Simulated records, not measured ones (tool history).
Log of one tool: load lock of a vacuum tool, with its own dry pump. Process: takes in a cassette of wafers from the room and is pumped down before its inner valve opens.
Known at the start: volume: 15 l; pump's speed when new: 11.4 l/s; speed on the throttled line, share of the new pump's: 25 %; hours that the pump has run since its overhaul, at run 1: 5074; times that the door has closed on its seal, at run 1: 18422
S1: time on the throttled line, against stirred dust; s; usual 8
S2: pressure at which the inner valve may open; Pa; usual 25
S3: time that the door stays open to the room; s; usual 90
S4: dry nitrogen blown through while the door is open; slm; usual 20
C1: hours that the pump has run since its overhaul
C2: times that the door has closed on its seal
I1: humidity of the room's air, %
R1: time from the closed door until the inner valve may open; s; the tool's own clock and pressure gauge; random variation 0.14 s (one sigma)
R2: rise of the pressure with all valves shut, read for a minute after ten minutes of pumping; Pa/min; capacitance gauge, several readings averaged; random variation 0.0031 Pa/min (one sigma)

run,hour,S1,S2,S3,S4,C1,C2,I1,R1,R2
1,0,8,25,90,20,5074,18422,44.9,17.6,0.646
2,107,8,25,90,20,5181,18868,46.2,17.8,0.668
3,195.6,8,25,90,20,5270,19237,45.8,17.5,0.694
4,271.1,8,25,90,20,5345,19552,47.7,17.5,0.692
5,370.8,8,25,44,20,5445,19967,43.9,17.5,0.699
6,451.3,8,19,44,20,5526,20303,47.6,17.7,0.717
7,552.8,8,25,90,10,5627,20726,44.2,17.5,0.776
8,611,8,25,90,10,5685,20968,44.2,17.6,0.781
9,713.1,8,25,198,20,5787,21394,46.1,17.5,0.856
# hour 720.5: door's seal changed, seat wiped
10,770.9,8,25,198,20,5844,210,43.6,17.7,0.094
11,841.3,8,25,198,20,5914,503,42.2,17.9,0.098
12,974.9,8,25,90,31,6048,1060,46,17.4,0.073
13,1035.9,8,21,90,31,6109,1314,43.7,17.8,0.07
14,1116.6,8,21,90,8,6189,1651,45.4,17.6,0.108
15,1216.2,8,21,90,8,6289,2066,45.1,17.9,0.122
16,1336.3,8,23,90,20,6409,2567,45.5,17.6,0.098
17,1467.9,11,25,90,20,6541,3115,41.4,19.7,0.107
18,1546.7,11,25,90,20,6620,3444,45.1,19.9,0.12
19,1664.3,11,40,90,20,6737,3934,47.2,19.1,0.126
20,1774.8,8,21,47,20,6848,4394,46.3,18,0.116
21,1835.1,8,21,47,20,6908,4646,44.2,17.9,0.117
22,1904.2,8,20,172,20,6977,4934,42.8,18.1,0.161
23,1973.4,8,49,90,4,7046,5222,42.7,17,0.176
24,2104.2,8,49,90,4,7177,5767,51.2,16.9,0.209
25,2169.4,15,25,128,20,7242,6039,44.8,23,0.169
26,2296.2,7,25,44,20,7369,6568,47.6,17.1,0.15
27,2425.4,14,28,42,5,7498,7106,44.5,21.6,0.187
28,2521,14,28,42,5,7594,7505,49.2,22.1,0.208
29,2656.4,14,28,42,5,7729,8069,46.1,21.7,0.226
30,2754.7,14,28,42,5,7828,8479,48,22.1,0.232
31,2866.6,5,28,42,6,7939,8945,46.8,15.4,0.248
32,2936.1,5,28,42,6,8009,9235,47,15.7,0.25
33,3030.5,8,25,134,30,8103,9628,46.1,17.8,0.257
34,3154.4,8,25,134,30,8227,10145,46.8,17.9,0.284
35,3233.5,8,25,134,30,8306,10474,42.7,18,0.279
36,3310.7,8,25,134,7,8384,10796,46.8,17.7,0.347

Forecast each of these 5 alternatives for the next run:
A,3434.1,8,42,134,10,8507,11310,46.8,?,?
B,3434.1,4,43,134,7,8507,11310,46.1,?,?
C,3434.1,13,25,90,20,8507,11310,46.8,?,?
D,3434.1,8,25,134,5,8507,11310,43.5,?,?
E,3434.1,8,28,107,7,8507,11310,43,?,?

run,R1,R2
A,17,0.359
B,14.3,0.372
C,21.5,0.32
D,18,0.362
E,17.9,0.338
Without the tool's hidden state the same runs would have given:
run,R1,R2
A,16.2,0.107
B,13.3,0.119
C,20.7,0.067
D,17.1,0.11
E,17,0.089
